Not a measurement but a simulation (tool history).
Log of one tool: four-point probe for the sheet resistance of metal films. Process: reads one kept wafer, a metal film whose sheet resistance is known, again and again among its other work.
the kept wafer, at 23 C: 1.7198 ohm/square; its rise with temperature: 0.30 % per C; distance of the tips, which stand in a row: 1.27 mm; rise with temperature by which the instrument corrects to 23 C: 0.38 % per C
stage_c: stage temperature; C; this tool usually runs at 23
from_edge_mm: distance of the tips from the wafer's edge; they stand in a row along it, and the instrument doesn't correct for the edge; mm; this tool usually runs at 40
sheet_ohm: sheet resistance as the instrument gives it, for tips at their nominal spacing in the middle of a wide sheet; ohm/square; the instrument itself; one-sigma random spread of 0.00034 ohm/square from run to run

{"run": 1, "hour": 0.0, "stage_c": 23, "from_edge_mm": 40, "sheet_ohm": 1.720146}
{"run": 2, "hour": 106.9, "stage_c": 20, "from_edge_mm": 40, "sheet_ohm": 1.725044}
{"run": 3, "hour": 236.8, "stage_c": 20, "from_edge_mm": 40, "sheet_ohm": 1.725185}
{"run": 4, "hour": 365.2, "stage_c": 20, "from_edge_mm": 40, "sheet_ohm": 1.725478}
{"run": 5, "hour": 468.7, "stage_c": 26, "from_edge_mm": 40, "sheet_ohm": 1.716685}
{"run": 6, "hour": 598.2, "stage_c": 26, "from_edge_mm": 40, "sheet_ohm": 1.716966}
{"hour": 610.8, "done": "stage's thermometer calibrated"}
{"run": 7, "hour": 726.6, "stage_c": 26, "from_edge_mm": 40, "sheet_ohm": 1.715104}
{"run": 8, "hour": 797.1, "stage_c": 27, "from_edge_mm": 8, "sheet_ohm": 1.736168}
{"run": 9, "hour": 879.4, "stage_c": 26, "from_edge_mm": 34, "sheet_ohm": 1.715536}
{"hour": 891.9, "done": "stage's thermometer calibrated, once more"}
{"run": 10, "hour": 952.3, "stage_c": 20, "from_edge_mm": 49, "sheet_ohm": 1.728143}
{"run": 11, "hour": 1084.1, "stage_c": 20, "from_edge_mm": 49, "sheet_ohm": 1.727702}
{"run": 12, "hour": 1159.1, "stage_c": 25, "from_edge_mm": 32, "sheet_ohm": 1.722148}
{"run": 13, "hour": 1261.0, "stage_c": 23, "from_edge_mm": 9, "sheet_ohm": 1.742166}
{"run": 14, "hour": 1392.1, "stage_c": 23, "from_edge_mm": 9, "sheet_ohm": 1.741633}

Each row is a separate what-if for the run after 14, all from the same tool condition, not one after another. Results?
{"run": "A", "hour": 1536.8, "stage_c": 33, "from_edge_mm": 11, "sheet_ohm": "?"}
{"run": "B", "hour": 1536.8, "stage_c": 23, "from_edge_mm": 6, "sheet_ohm": "?"}
{"run": "C", "hour": 1536.8, "stage_c": 22, "from_edge_mm": 3, "sheet_ohm": "?"}

run=A sheet_ohm=1.722133
run=B sheet_ohm=1.764601
run=C sheet_ohm=1.875507
What these runs would have given with no unlogged condition in the tool:
run=A sheet_ohm=1.718118
run=B sheet_ohm=1.760504
run=C sheet_ohm=1.871180
